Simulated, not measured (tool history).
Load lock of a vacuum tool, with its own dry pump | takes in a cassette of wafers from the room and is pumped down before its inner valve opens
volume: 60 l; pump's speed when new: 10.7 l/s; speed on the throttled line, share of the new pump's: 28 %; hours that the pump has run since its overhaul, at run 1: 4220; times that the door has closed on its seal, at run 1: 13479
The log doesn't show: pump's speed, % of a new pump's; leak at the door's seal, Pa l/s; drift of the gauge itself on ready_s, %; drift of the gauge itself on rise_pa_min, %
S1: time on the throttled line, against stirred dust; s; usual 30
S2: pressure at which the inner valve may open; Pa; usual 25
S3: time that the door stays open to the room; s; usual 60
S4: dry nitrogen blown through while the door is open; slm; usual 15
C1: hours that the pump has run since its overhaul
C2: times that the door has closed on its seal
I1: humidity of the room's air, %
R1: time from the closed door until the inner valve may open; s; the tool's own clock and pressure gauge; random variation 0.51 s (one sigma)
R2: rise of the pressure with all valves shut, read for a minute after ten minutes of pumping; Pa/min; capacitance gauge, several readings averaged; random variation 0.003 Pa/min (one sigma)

run 1 hour=0.0 | S1=30 S2=25 S3=60 S4=15 | C1=4220 C2=13479 | I1=46.7 | R1=71.0 R2=0.172
run 2 hour=114.8 | S1=30 S2=25 S3=237 S4=15 | C1=4335 C2=13674 | I1=42.2 | R1=70.9 R2=0.192
run 3 hour=192.8 | S1=30 S2=25 S3=237 S4=15 | C1=4413 C2=13807 | I1=41.6 | R1=70.6 R2=0.198
run 4 hour=377.7 | S1=30 S2=25 S3=60 S4=15 | C1=4598 C2=14121 | I1=44.8 | R1=71.1 R2=0.182
run 5 hour=456.2 | S1=30 S2=25 S3=60 S4=15 | C1=4676 C2=14254 | I1=41.9 | R1=70.1 R2=0.180
run 6 hour=572.2 | S1=30 S2=25 S3=60 S4=15 | C1=4792 C2=14451 | I1=45.5 | R1=70.4 R2=0.185
run 7 hour=653.5 | S1=30 S2=25 S3=60 S4=15 | C1=4873 C2=14589 | I1=43.0 | R1=70.8 R2=0.187
run 8 hour=822.1 | S1=30 S2=25 S3=60 S4=15 | C1=5042 C2=14876 | I1=41.7 | R1=71.1 R2=0.193
run 9 hour=952.1 | S1=30 S2=25 S3=60 S4=15 | C1=5172 C2=15097 | I1=45.9 | R1=71.4 R2=0.199
run 10 hour=1100.7 | S1=30 S2=25 S3=60 S4=15 | C1=5321 C2=15349 | I1=43.2 | R1=72.2 R2=0.202
run 11 hour=1214.2 | S1=30 S2=25 S3=60 S4=15 | C1=5434 C2=15542 | I1=46.2 | R1=72.0 R2=0.207
run 12 hour=1322.1 | S1=30 S2=25 S3=60 S4=15 | C1=5542 C2=15725 | I1=44.6 | R1=71.7 R2=0.213
run 13 hour=1446.3 | S1=30 S2=25 S3=60 S4=15 | C1=5666 C2=15936 | I1=45.7 | R1=71.3 R2=0.214
run 14 hour=1622.5 | S1=30 S2=25 S3=60 S4=15 | C1=5842 C2=16235 | I1=46.8 | R1=72.3 R2=0.218
run 15 hour=1705.5 | S1=30 S2=25 S3=60 S4=15 | C1=5925 C2=16377 | I1=43.6 | R1=72.3 R2=0.224
run 16 hour=1862.2 | S1=30 S2=25 S3=60 S4=15 | C1=6082 C2=16643 | I1=43.9 | R1=72.9 R2=0.233
run 17 hour=1946.1 | S1=30 S2=25 S3=60 S4=15 | C1=6166 C2=16785 | I1=46.0 | R1=72.9 R2=0.231
run 18 hour=2068.4 | S1=30 S2=25 S3=60 S4=15 | C1=6288 C2=16993 | I1=45.9 | R1=71.6 R2=0.233
run 19 hour=2183.5 | S1=30 S2=25 S3=60 S4=15 | C1=6403 C2=17188 | I1=43.3 | R1=72.7 R2=0.234
run 20 hour=2335.8 | S1=30 S2=25 S3=216 S4=8 | C1=6556 C2=17447 | I1=46.3 | R1=72.0 R2=0.286
run 21 hour=2510.1 | S1=39 S2=25 S3=60 S4=5 | C1=6730 C2=17743 | I1=42.3 | R1=79.1 R2=0.256
run 22 hour=2648.0 | S1=17 S2=22 S3=45 S4=6 | C1=6868 C2=17978 | I1=45.3 | R1=65.1 R2=0.266
run 23 hour=2744.0 | S1=17 S2=22 S3=45 S4=6 | C1=6964 C2=18141 | I1=47.4 | R1=65.6 R2=0.269
run 24 hour=2838.0 | S1=17 S2=22 S3=45 S4=6 | C1=7058 C2=18300 | I1=44.1 | R1=65.0 R2=0.265
run 25 hour=2955.8 | S1=17 S2=22 S3=45 S4=6 | C1=7176 C2=18500 | I1=47.4 | R1=64.9 R2=0.270
run 26 hour=3112.9 | S1=17 S2=22 S3=45 S4=6 | C1=7333 C2=18767 | I1=41.3 | R1=64.7 R2=0.272

Forecast run 27:
run 27 hour=3218.2 | S1=51 S2=22 S3=45 S4=4 | C1=7438 C2=18946 | I1=45.6 | R1=? R2=?

Run 27 gave R1 88.1 s, R2 0.288 Pa/min.
Without the tool's hidden state the same run would have given R1 83.9 s, R2 0.049 Pa/min.
